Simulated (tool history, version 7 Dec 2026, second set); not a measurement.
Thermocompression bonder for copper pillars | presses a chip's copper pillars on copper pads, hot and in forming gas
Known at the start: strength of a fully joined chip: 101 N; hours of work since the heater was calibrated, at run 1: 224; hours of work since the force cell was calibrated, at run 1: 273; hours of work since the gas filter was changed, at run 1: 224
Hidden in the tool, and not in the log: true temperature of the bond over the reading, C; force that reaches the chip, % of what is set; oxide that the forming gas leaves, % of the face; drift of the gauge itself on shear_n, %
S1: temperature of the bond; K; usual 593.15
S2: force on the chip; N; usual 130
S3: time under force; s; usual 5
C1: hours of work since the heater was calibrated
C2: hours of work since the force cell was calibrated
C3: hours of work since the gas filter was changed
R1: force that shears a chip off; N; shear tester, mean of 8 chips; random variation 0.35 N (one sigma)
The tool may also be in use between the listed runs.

{"run": 1, "hour": 0.0, "S1": 593.15, "S2": 130, "S3": 5, "C1": 224, "C2": 273, "C3": 224, "R1": 34.6}
{"hour": 20.4, "done": "forming gas filter changed"}
{"run": 2, "hour": 53.9, "S1": 593.15, "S2": 130, "S3": 5, "C1": 246, "C2": 294, "C3": 14, "R1": 38.6}
{"run": 3, "hour": 114.8, "S1": 593.15, "S2": 130, "S3": 5, "C1": 271, "C2": 319, "C3": 38, "R1": 38.4}
{"run": 4, "hour": 202.2, "S1": 593.15, "S2": 130, "S3": 3, "C1": 306, "C2": 354, "C3": 74, "R1": 30.5}
{"run": 5, "hour": 264.4, "S1": 593.15, "S2": 130, "S3": 5, "C1": 331, "C2": 380, "C3": 99, "R1": 36.5}
{"run": 6, "hour": 333.8, "S1": 593.15, "S2": 130, "S3": 5, "C1": 359, "C2": 408, "C3": 127, "R1": 36.5}
{"run": 7, "hour": 380.5, "S1": 593.15, "S2": 90, "S3": 5, "C1": 378, "C2": 427, "C3": 146, "R1": 24.9}
{"run": 8, "hour": 416.6, "S1": 593.15, "S2": 130, "S3": 5, "C1": 393, "C2": 441, "C3": 161, "R1": 35}
{"run": 9, "hour": 464.0, "S1": 593.15, "S2": 168, "S3": 5, "C1": 412, "C2": 461, "C3": 180, "R1": 44.9}
{"run": 10, "hour": 526.0, "S1": 593.15, "S2": 127, "S3": 5, "C1": 437, "C2": 486, "C3": 205, "R1": 33.9}
{"hour": 589.1, "done": "forming gas filter changed"}
{"run": 11, "hour": 602.2, "S1": 593.15, "S2": 127, "S3": 5, "C1": 468, "C2": 516, "C3": 5, "R1": 37.7}
{"run": 12, "hour": 686.2, "S1": 593.15, "S2": 127, "S3": 5, "C1": 502, "C2": 551, "C3": 39, "R1": 36.6}
{"run": 13, "hour": 733.2, "S1": 593.15, "S2": 127, "S3": 5, "C1": 521, "C2": 570, "C3": 58, "R1": 36.9}
{"run": 14, "hour": 806.1, "S1": 593.15, "S2": 127, "S3": 5, "C1": 551, "C2": 599, "C3": 88, "R1": 35.9}
{"run": 15, "hour": 865.8, "S1": 593.15, "S2": 130, "S3": 5, "C1": 575, "C2": 623, "C3": 112, "R1": 35.7}
{"run": 16, "hour": 937.0, "S1": 593.15, "S2": 130, "S3": 5, "C1": 604, "C2": 652, "C3": 141, "R1": 36.4}
{"run": 17, "hour": 1002.6, "S1": 593.15, "S2": 130, "S3": 5, "C1": 631, "C2": 679, "C3": 168, "R1": 35.2}
{"run": 18, "hour": 1055.0, "S1": 593.15, "S2": 130, "S3": 5, "C1": 652, "C2": 700, "C3": 189, "R1": 34.6}
{"run": 19, "hour": 1133.9, "S1": 593.15, "S2": 112, "S3": 5, "C1": 684, "C2": 732, "C3": 221, "R1": 29.4}
{"hour": 1159.3, "done": "forming gas filter changed"}
{"run": 20, "hour": 1191.8, "S1": 567.15, "S2": 112, "S3": 5, "C1": 707, "C2": 755, "C3": 13, "R1": 25.6}
{"run": 21, "hour": 1265.1, "S1": 567.15, "S2": 112, "S3": 5, "C1": 737, "C2": 785, "C3": 43, "R1": 25.1}
{"run": 22, "hour": 1343.7, "S1": 593.15, "S2": 89, "S3": 4, "C1": 769, "C2": 817, "C3": 75, "R1": 22.6}
{"run": 23, "hour": 1384.2, "S1": 580.15, "S2": 118, "S3": 5, "C1": 785, "C2": 833, "C3": 91, "R1": 29.7}
{"run": 24, "hour": 1440.8, "S1": 622.15, "S2": 192, "S3": 4, "C1": 808, "C2": 856, "C3": 114, "R1": 56.7}
{"hour": 1511.0, "done": "force cell calibrated"}
{"run": 25, "hour": 1520.8, "S1": 622.15, "S2": 192, "S3": 4, "C1": 840, "C2": 4, "C3": 146, "R1": 60.2}
{"run": 26, "hour": 1607.3, "S1": 622.15, "S2": 192, "S3": 4, "C1": 875, "C2": 39, "C3": 181, "R1": 58.8}
{"run": 27, "hour": 1661.7, "S1": 593.15, "S2": 130, "S3": 4, "C1": 897, "C2": 61, "C3": 203, "R1": 33.8}
{"hour": 1728.6, "done": "forming gas filter changed"}
{"run": 28, "hour": 1748.7, "S1": 593.15, "S2": 133, "S3": 3, "C1": 932, "C2": 96, "C3": 8, "R1": 34.4}
{"run": 29, "hour": 1793.7, "S1": 605.15, "S2": 117, "S3": 3, "C1": 950, "C2": 114, "C3": 26, "R1": 33.2}
{"hour": 1819.7, "done": "heater calibrated with a thermocouple chip"}
{"run": 30, "hour": 1856.4, "S1": 596.15, "S2": 117, "S3": 5, "C1": 15, "C2": 139, "C3": 51, "R1": 34.8}
{"run": 31, "hour": 1931.9, "S1": 600.15, "S2": 79, "S3": 5, "C1": 46, "C2": 170, "C3": 82, "R1": 23.3}
{"run": 32, "hour": 2020.7, "S1": 614.15, "S2": 103, "S3": 5, "C1": 82, "C2": 206, "C3": 118, "R1": 33.9}
{"run": 33, "hour": 2105.6, "S1": 593.15, "S2": 145, "S3": 5, "C1": 116, "C2": 240, "C3": 152, "R1": 39.8}
{"run": 34, "hour": 2176.3, "S1": 593.15, "S2": 109, "S3": 4, "C1": 145, "C2": 269, "C3": 181, "R1": 26.1}
{"run": 35, "hour": 2262.2, "S1": 593.15, "S2": 136, "S3": 4, "C1": 180, "C2": 304, "C3": 216, "R1": 32.4}
{"hour": 2300.0, "done": "forming gas filter changed"}
{"run": 36, "hour": 2326.9, "S1": 607.15, "S2": 94, "S3": 7, "C1": 206, "C2": 330, "C3": 11, "R1": 35.5}
{"run": 37, "hour": 2387.7, "S1": 589.15, "S2": 94, "S3": 7, "C1": 230, "C2": 354, "C3": 36, "R1": 29.3}
{"run": 38, "hour": 2427.2, "S1": 564.15, "S2": 94, "S3": 11, "C1": 246, "C2": 370, "C3": 52, "R1": 28.3}
{"run": 39, "hour": 2471.8, "S1": 567.15, "S2": 130, "S3": 15, "C1": 264, "C2": 389, "C3": 70, "R1": 45.9}

Measured less the same run without the tool's hidden state. The same run-to-run variation is in both; the gauge's scatter may not be:
run=1 R1=-5.4
run=2 R1=-1.2
run=3 R1=-1.7
run=4 R1=-2.2
run=5 R1=-3.1
run=6 R1=-3.8
run=7 R1=-2.9
run=8 R1=-4.4
run=9 R1=-5.9
run=10 R1=-5.1
run=11 R1=-1.4
run=12 R1=-2.2
run=13 R1=-2.5
run=14 R1=-3.1
run=15 R1=-3.8
run=16 R1=-4.5
run=17 R1=-5
run=18 R1=-5.5
run=19 R1=-5.3
run=20 R1=-1.4
run=21 R1=-1.8
run=22 R1=-2.3
run=23 R1=-3.1
run=24 R1=-6.2
run=25 R1=-3.1
run=26 R1=-4.4
run=27 R1=-2.5
run=28 R1=+1.1
run=29 R1=+0.7
run=30 R1=-2
run=31 R1=-1.8
run=32 R1=-3.4
run=33 R1=-4.9
run=34 R1=-3.8
run=35 R1=-5.4
run=36 R1=-1.6
run=37 R1=-1.7
run=38 R1=-1.9
run=39 R1=-3.3
